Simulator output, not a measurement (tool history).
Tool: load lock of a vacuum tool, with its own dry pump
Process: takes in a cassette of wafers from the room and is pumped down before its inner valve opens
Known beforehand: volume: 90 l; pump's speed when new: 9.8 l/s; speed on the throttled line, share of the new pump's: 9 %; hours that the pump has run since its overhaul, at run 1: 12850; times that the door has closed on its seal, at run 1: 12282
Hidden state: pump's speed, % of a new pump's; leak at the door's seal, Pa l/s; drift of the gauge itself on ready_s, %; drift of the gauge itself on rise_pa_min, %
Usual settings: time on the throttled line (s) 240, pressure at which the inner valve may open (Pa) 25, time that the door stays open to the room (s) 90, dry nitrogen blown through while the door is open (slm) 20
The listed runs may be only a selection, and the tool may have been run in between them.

run	hour	time on the throttled line (s)	pressure at which the inner valve may open (Pa)	time that the door stays open to the room (s)	dry nitrogen blown through while the door is open (slm)	hours that the pump has run since its overhaul	times that the door has closed on its seal	incoming humidity of the room's air, %	time from the closed door until the inner valve may open (s)	rise of the pressure with all valves shut (Pa/min)
1	0.0	240	25	90	20	12850	12282	44.1	308.1	0.105
# hour 369.3: dry pump taken out, an overhauled one fitted
2	370.7	240	25	90	20	1	13294	44.3	295.5	0.110
3	852.5	240	25	90	20	483	14630	43.4	295.4	0.121
4	1172.2	240	25	90	20	803	15517	42.7	296.7	0.133
5	1544.7	240	25	90	20	1175	16551	45.2	297.0	0.154
6	1849.8	454	25	90	20	1480	17397	47.5	490.5	0.167
7	2265.7	454	25	90	20	1896	18551	43.4	489.9	0.176
8	2708.5	240	25	90	20	2339	19780	42.7	296.8	0.187
9	2933.6	240	25	90	20	2564	20404	45.0	297.2	0.196
10	3323.0	240	25	90	20	2954	21485	44.8	298.0	0.206
11	3771.7	240	25	90	20	3402	22730	46.4	298.7	0.234
12	4012.2	240	25	90	20	3643	23397	48.6	298.3	0.232
13	4425.5	461	49	150	22	4056	24543	46.2	492.0	0.255
14	4954.3	461	49	37	25	4585	26011	44.7	492.8	0.273
15	5399.0	134	18	37	15	5030	27244	47.0	207.8	0.290
16	5892.9	232	23	37	18	5524	28615	43.8	294.2	0.305
17	6311.9	321	25	90	20	5943	29777	45.9	372.8	0.333
18	6700.4	184	41	62	20	6331	30855	43.4	245.1	0.342
19	6966.1	184	41	62	20	6597	31592	44.3	246.0	0.357
20	7436.0	184	41	62	20	7067	32896	44.6	246.2	0.379

Run 21 comes next. What will it give?
21	7831.3	240	25	90	25	7462	33993	43.8	?	?

time from the closed door until the inner valve may open (s): 302.2
rise of the pressure with all valves shut (Pa/min): 0.402
Take away the tool's hidden state, keep the run-to-run variation as it was, and the same run would have given time from the closed door until the inner valve may open (s) 295.2, rise of the pressure with all valves shut (Pa/min) 0.025.
